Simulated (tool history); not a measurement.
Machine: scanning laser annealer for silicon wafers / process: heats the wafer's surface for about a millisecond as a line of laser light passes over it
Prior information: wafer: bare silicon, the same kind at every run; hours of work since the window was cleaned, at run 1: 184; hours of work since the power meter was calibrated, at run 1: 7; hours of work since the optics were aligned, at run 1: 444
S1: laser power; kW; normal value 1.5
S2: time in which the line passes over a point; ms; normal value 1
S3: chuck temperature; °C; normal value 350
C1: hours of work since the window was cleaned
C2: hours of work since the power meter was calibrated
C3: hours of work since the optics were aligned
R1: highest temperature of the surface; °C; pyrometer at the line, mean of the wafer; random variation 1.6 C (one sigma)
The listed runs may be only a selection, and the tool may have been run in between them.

{"run": 1, "hour": 0.0, "S1": 1.5, "S2": 1, "S3": 350, "C1": 184, "C2": 7, "C3": 444, "R1": 1195}
{"run": 2, "hour": 11.1, "S1": 1.5, "S2": 1, "S3": 350, "C1": 190, "C2": 13, "C3": 450, "R1": 1195}
{"run": 3, "hour": 24.2, "S1": 1.5, "S2": 1, "S3": 350, "C1": 197, "C2": 20, "C3": 458, "R1": 1195}
{"run": 4, "hour": 31.3, "S1": 1.5, "S2": 1, "S3": 350, "C1": 201, "C2": 24, "C3": 461, "R1": 1194}
{"run": 5, "hour": 40.7, "S1": 1.5, "S2": 1, "S3": 350, "C1": 206, "C2": 29, "C3": 467, "R1": 1192}
{"run": 6, "hour": 53.5, "S1": 1.5, "S2": 1, "S3": 350, "C1": 213, "C2": 36, "C3": 473, "R1": 1195}
{"run": 7, "hour": 65.5, "S1": 1.5, "S2": 1, "S3": 350, "C1": 219, "C2": 43, "C3": 480, "R1": 1197}
{"run": 8, "hour": 75.8, "S1": 1.5, "S2": 1, "S3": 350, "C1": 225, "C2": 48, "C3": 486, "R1": 1192}
{"run": 9, "hour": 83.1, "S1": 1.5, "S2": 1, "S3": 350, "C1": 229, "C2": 52, "C3": 490, "R1": 1194}
{"run": 10, "hour": 90.2, "S1": 1.5, "S2": 1, "S3": 350, "C1": 233, "C2": 56, "C3": 493, "R1": 1194}
{"run": 11, "hour": 101.3, "S1": 1.5, "S2": 1, "S3": 350, "C1": 239, "C2": 62, "C3": 499, "R1": 1191}
{"run": 12, "hour": 114.8, "S1": 1.5, "S2": 1, "S3": 350, "C1": 246, "C2": 69, "C3": 507, "R1": 1197}
{"run": 13, "hour": 122.8, "S1": 1.5, "S2": 1, "S3": 350, "C1": 250, "C2": 74, "C3": 511, "R1": 1195}
{"run": 14, "hour": 130.5, "S1": 1.5, "S2": 1, "S3": 350, "C1": 255, "C2": 78, "C3": 515, "R1": 1196}
{"run": 15, "hour": 145.3, "S1": 1.575, "S2": 1, "S3": 328, "C1": 263, "C2": 86, "C3": 523, "R1": 1219}
{"run": 16, "hour": 156.0, "S1": 1.601, "S2": 0.8, "S3": 371, "C1": 268, "C2": 92, "C3": 529, "R1": 1193}
{"run": 17, "hour": 170.6, "S1": 1.5, "S2": 1.01, "S3": 325, "C1": 276, "C2": 99, "C3": 537, "R1": 1173}
{"run": 18, "hour": 177.4, "S1": 1.5, "S2": 1.01, "S3": 325, "C1": 280, "C2": 103, "C3": 541, "R1": 1174}
{"run": 19, "hour": 186.4, "S1": 1.589, "S2": 1.01, "S3": 378, "C1": 285, "C2": 108, "C3": 545, "R1": 1280}
{"run": 20, "hour": 200.2, "S1": 1.589, "S2": 1.01, "S3": 378, "C1": 292, "C2": 115, "C3": 553, "R1": 1282}
{"run": 21, "hour": 207.2, "S1": 1.589, "S2": 1.01, "S3": 378, "C1": 296, "C2": 119, "C3": 557, "R1": 1279}
{"run": 22, "hour": 219.6, "S1": 1.589, "S2": 1.01, "S3": 369, "C1": 303, "C2": 126, "C3": 563, "R1": 1272}
{"run": 23, "hour": 234.5, "S1": 1.589, "S2": 1.02, "S3": 356, "C1": 311, "C2": 134, "C3": 571, "R1": 1263}
{"run": 24, "hour": 247.5, "S1": 1.589, "S2": 1.25, "S3": 317, "C1": 318, "C2": 141, "C3": 579, "R1": 1307}
{"run": 25, "hour": 258.6, "S1": 1.5, "S2": 1, "S3": 311, "C1": 324, "C2": 147, "C3": 585, "R1": 1154}

Each row is a separate what-if for the run after 25, all from the same tool condition, not one after another. Results?
{"run": "A", "hour": 271.2, "S1": 1.303, "S2": 0.9, "S3": 333, "C1": 331, "C2": 154, "C3": 591, "R1": "?"}
{"run": "B", "hour": 271.2, "S1": 1.5, "S2": 1.16, "S3": 327, "C1": 331, "C2": 154, "C3": 591, "R1": "?"}
{"run": "C", "hour": 271.2, "S1": 1.478, "S2": 1, "S3": 318, "C1": 331, "C2": 154, "C3": 591, "R1": "?"}

run=A R1=1023
run=B R1=1225
run=C R1=1149
Stripped of hidden state, with their random variation kept, the same runs would have yielded:
run=A R1=1025
run=B R1=1227
run=C R1=1150
